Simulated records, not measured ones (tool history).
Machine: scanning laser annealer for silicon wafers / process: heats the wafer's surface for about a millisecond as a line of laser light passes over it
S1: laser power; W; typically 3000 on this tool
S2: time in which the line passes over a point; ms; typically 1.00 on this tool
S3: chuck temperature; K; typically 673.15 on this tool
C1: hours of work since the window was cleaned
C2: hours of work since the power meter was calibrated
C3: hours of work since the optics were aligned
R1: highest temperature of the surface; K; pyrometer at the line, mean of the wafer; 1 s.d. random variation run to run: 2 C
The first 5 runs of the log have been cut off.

Run 6, hour 195.1: usual settings; C1 465; C2 1020; C3 226. Result: R1 1522.15 K.
Run 7, hour 235.3: usual settings; C1 485; C2 1040; C3 246. Result: R1 1523.15 K.
Run 8, hour 264.7: usual settings but S2 0.77 ms; C1 499; C2 1054; C3 260. Result: R1 1414.15 K.
Run 9, hour 302.9: usual settings but S2 0.75 ms; C1 518; C2 1073; C3 279. Result: R1 1399.15 K.
Run 10, hour 334.1: usual settings but S3 713.15 K; C1 534; C2 1089; C3 295. Result: R1 1562.15 K.
Run 11, hour 360.9: usual settings but S1 2768 W; C1 547; C2 1102; C3 308. Result: R1 1453.15 K.
Run 12, hour 383.4: usual settings but S3 710.15 K; C1 558; C2 1114; C3 320. Result: R1 1559.15 K.
Run 13, hour 406.5: usual settings but S3 672.15 K; C1 570; C2 1125; C3 331. Result: R1 1521.15 K.
Run 14, hour 450.4: usual settings; C1 592; C2 1147; C3 353. Result: R1 1521.15 K.
Run 15, hour 482.6: usual settings; C1 608; C2 1163; C3 369. Result: R1 1522.15 K.
Run 16, hour 525.9: usual settings; C1 629; C2 1185; C3 391. Result: R1 1523.15 K.
Run 17, hour 556.9: usual settings but S3 691.15 K; C1 645; C2 1200; C3 406. Result: R1 1542.15 K.
Run 18, hour 590.5: usual settings but S1 3182 W; C1 662; C2 1217; C3 423. Result: R1 1571.15 K.
Run 19, hour 625.0: usual settings but S1 3182 W, S2 0.78 ms; C1 679; C2 1234; C3 440. Result: R1 1466.15 K.
Run 20, hour 647.5: usual settings but S2 1.06 ms; C1 690; C2 1245; C3 451. Result: R1 1546.15 K.
Run 21, hour 673.0: usual settings; C1 703; C2 1258; C3 464. Result: R1 1522.15 K.
Run 22, hour 718.8: usual settings but S1 2847 W, S3 639.15 K; C1 726; C2 1281; C3 487. Result: R1 1438.15 K.
Run 23, hour 752.7: usual settings but S1 3160 W; C1 742; C2 1298; C3 504. Result: R1 1571.15 K.
Run 24, hour 782.0: usual settings but S1 3160 W; C1 757; C2 1312; C3 518. Result: R1 1570.15 K.
Run 25, hour 811.2: usual settings but S1 2812 W, S3 684.15 K; C1 772; C2 1327; C3 533. Result: R1 1473.15 K.
Run 26, hour 844.6: usual settings but S1 2812 W, S3 684.15 K; C1 788; C2 1343; C3 549. Result: R1 1476.15 K.
At hour 850.9: window over the wafer cleaned.
Run 27, hour 880.5: usual settings but S1 3056 W, S2 1.15 ms, S3 686.15 K; C1 15; C2 1360; C3 566. Result: R1 1621.15 K.
Run 28, hour 928.9: usual settings but S2 0.79 ms; C1 39; C2 1384; C3 590. Result: R1 1418.15 K.
Run 29, hour 951.7: usual settings but S2 0.79 ms, S3 658.15 K; C1 50; C2 1396; C3 602. Result: R1 1407.15 K.

Forecast run 30:
Run 30, hour 972.3: usual settings but S2 0.79 ms, S3 658.15 K; C1 60; C2 1406; C3 612. Result: R1 ?.

R1: 1406.15 K
Take away the tool's hidden state, keep the run-to-run variation as it was, and the same run would have given R1 1406.15 K.
